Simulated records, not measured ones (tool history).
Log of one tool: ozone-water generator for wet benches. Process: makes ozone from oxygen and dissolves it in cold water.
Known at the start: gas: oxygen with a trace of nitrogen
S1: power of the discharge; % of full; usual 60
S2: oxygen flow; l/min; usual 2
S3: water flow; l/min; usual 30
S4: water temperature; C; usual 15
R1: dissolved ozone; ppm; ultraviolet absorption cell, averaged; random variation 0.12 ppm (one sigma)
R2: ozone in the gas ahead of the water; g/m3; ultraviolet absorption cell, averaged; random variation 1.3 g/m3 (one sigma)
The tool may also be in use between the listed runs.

run    hour   S1    S2  S3  S4    R1     R2
  1       0   60     2  30  15  10.4  233.8
  2      39   60     2  30  15  10.5  233.7
  3      74   60     2  30  15  10.4  236.5
  4   149.4   60     2  30  15  10.5  233.7
  5   214.4   60     2  30  15  10.1  235.8
  6     298   47     2  30  15   8.9  201.8
  7   375.6   47     2  30  15   8.9  202.2
  8   422.9   47     2  30  15     9  200.5
  9   499.4   47     2  30  18   8.8  201.3
 10   568.5   47     2  30  18   8.7  199.9
      578.3  -- water thermometer calibrated
 11   619.8   60     2  30  15  10.1  232.2
 12     689   60     2  30  17    10  233.5
 13   725.6   97     2  30  17  13.6  308.5
 14   773.7   97     2  30  17  13.6  310.3
        779  -- water thermometer calibrated, once more
 15   834.7   60     2  30  20  10.1  232.2
 16   898.6   87     2  30  15  12.8  285.8
 17   946.5   87     2  30  15  12.7  292.7
 18  1000.9   60  1.06  31  13   8.5    344
 19  1072.6   44     2  30  15   8.4  195.6
 20  1114.3   86  1.19  30  14  11.1  394.6
 21  1151.6   96  1.71  30  15    13    334
 22  1188.3   54  2.48  21  15  14.7  189.8
 23  1232.9   60     2  30  15  10.1  229.4
 24  1310.9   60     2  30  15  10.4  231.8
 25    1379   60  3.37  44  15   7.1    167
 26  1451.7   74     2  30  15  11.5  260.2
 27  1495.5   60  2.28  19  12  17.2  211.9
 28  1542.9   63     2  30  13  10.6  237.6
 29  1606.9   72  2.77  37   8   9.6  210.3
 30  1659.3   72  2.77  37   8   9.9  209.4
 31  1713.4   42  1.38  19  15  12.8  234.8
 32  1764.2  100  1.61  30  15    13  355.9

Hidden state or all else? Some run-to-run changes of R1, split into what the settings, what came in and random variation would give without the hidden state, and what is left for the hidden state (with any gauge scatter that isn't in both results):
The hidden state here: yield of the discharge, % of new electrodes'; contactor's efficiency, % of a clean one's; true water temperature over the reading, C; drift of the gauge itself on ozone_ppm, %; drift of the gauge itself on gas_g_m3, %.
Run 1 -> 2: no setting changed, nothing entered. R1 +0.1 ppm: hidden state -0.1, all else +0.2.
Run 22 -> 23: S1 54 -> 60, S2 2.48 -> 2, S3 21 -> 30. R1 -4.6 ppm: hidden state +0, all else -4.6.
Run 25 -> 26: S1 60 -> 74, S2 3.37 -> 2, S3 44 -> 30. R1 +4.4 ppm: hidden state -0.2, all else +4.6.
Run 26 -> 27: S1 74 -> 60, S2 2 -> 2.28, S3 30 -> 19, S4 15 -> 12. R1 +5.7 ppm: hidden state +0, all else +5.7.
Run 27 -> 28: S1 60 -> 63, S2 2.28 -> 2, S3 19 -> 30, S4 12 -> 13. R1 -6.6 ppm: hidden state +0, all else -6.6.
Run 31 -> 32: S1 42 -> 100, S2 1.38 -> 1.61, S3 19 -> 30. R1 +0.2 ppm: hidden state -0.3, all else +0.5.
